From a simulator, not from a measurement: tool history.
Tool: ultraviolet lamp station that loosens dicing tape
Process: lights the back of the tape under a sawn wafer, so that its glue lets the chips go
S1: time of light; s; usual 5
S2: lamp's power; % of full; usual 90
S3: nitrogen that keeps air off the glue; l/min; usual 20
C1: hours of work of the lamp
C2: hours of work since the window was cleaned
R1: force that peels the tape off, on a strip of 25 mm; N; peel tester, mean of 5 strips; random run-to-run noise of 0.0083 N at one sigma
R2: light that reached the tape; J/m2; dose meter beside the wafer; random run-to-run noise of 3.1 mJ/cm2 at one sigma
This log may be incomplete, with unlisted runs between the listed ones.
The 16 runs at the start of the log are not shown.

run,hour,S1,S2,S3,C1,C2,R1,R2
17,210.9,5,90,20,695,316,0.417,3790
18,226.5,5,90,20,707,328,0.459,3830
# hour 228.1: window cleaned of glue's vapour
19,237.0,5,90,20,715,7,0.494,3600
20,245.8,5,83,20,722,14,0.567,3280
21,261.2,5,83,20,733,26,0.586,3330
22,277.9,5,83,20,746,39,0.581,3220
23,296.2,5,63,20,761,53,0.875,2460
24,313.4,6,66,33,774,66,0.499,3050
# hour 316.4: window cleaned of glue's vapour, once more
25,327.0,5,81,11,784,8,0.641,3630
26,340.5,9,90,35,795,19,0.216,7210
27,354.6,5,62,18,806,30,0.774,2850
28,367.5,5,65,8,816,40,1.045,2910
29,378.9,2,90,10,825,49,1.893,1630
30,389.2,2,90,10,833,57,1.854,1620
31,404.5,8,78,37,844,68,0.231,5470
32,417.9,2,96,37,855,79,1.131,1660
33,433.2,9,99,20,867,91,0.218,7760
34,441.6,9,79,13,873,97,0.275,6180
35,459.8,9,79,13,887,111,0.282,6090
36,470.1,5,70,15,895,119,0.753,3020
37,486.6,4,90,20,908,132,0.607,3120

What does the tool deliver on the next run?
38,495.3,4,90,20,915,139,?,?

Run 38 came out at R1 0.630 N, R2 3070 J/m2.
With the hidden condition absent and the run-to-run variation left alone, this run would have shown R1 0.462 N, R2 3740 J/m2.
